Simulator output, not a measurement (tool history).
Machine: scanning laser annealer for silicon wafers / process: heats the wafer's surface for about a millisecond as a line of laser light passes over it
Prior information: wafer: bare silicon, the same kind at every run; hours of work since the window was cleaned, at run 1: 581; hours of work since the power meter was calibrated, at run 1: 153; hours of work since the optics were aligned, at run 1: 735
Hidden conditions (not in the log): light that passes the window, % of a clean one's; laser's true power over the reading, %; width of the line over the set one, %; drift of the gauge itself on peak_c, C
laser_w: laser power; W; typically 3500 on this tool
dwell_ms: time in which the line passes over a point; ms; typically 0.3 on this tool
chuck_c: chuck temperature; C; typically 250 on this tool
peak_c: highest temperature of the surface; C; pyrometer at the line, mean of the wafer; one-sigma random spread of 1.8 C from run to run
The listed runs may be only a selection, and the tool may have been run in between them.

run    day  laser_w  dwell_ms  chuck_c  hours of work since the window was cleaned  hours of work since the power meter was calibrated  hours of work since the optics were aligned  peak_c
  1      0     3500       0.3      250                                         581                                                 153                                          735    1039
  2  0.629     3500       0.3      250                                         590                                                 161                                          744    1037
  3  1.429     3500       0.3      250                                         600                                                 172                                          755    1042
  4  2.142     3500       0.3      250                                         610                                                 182                                          764    1040
  5  2.871     3500     0.238      250                                         620                                                 192                                          774     963
  6  3.425     3500     0.305      250                                         628                                                 200                                          782    1046
  7  4.138     3051     0.305      250                                         638                                                 210                                          792     930
  8  4.862     3051     0.305      250                                         648                                                 220                                          802     932
  9    5.4     3521     0.305      217                                         655                                                 227                                          809    1015
 10  6.212     2987     0.307      250                                         666                                                 238                                          820     915
 11  6.829     3500       0.3      261                                         675                                                 247                                          829    1049
 12  7.496     3096     0.307      224                                         684                                                 256                                          838     916
 13  8.404     3607     0.344      250                                         697                                                 268                                          851    1114
 14  9.158     3607     0.344      250                                         707                                                 279                                          861    1116
 15  9.579     3535       0.3      242                                         713                                                 285                                          867    1034

Forecast each of these 3 alternatives for the next run:
  A  10.417     3500       0.3      261                                         724                                                 296                                          878       ?
  B  10.417     3783       0.3      221                                         724                                                 296                                          878       ?
  C  10.417     3448     0.355      287                                         724                                                 296                                          878       ?

run  peak_c
  A    1046
  B    1079
  C    1118
The same runs, with their run-to-run variation unchanged, on a tool lacking any hidden condition would have given:
run  peak_c
  A    1089
  B    1126
  C    1163
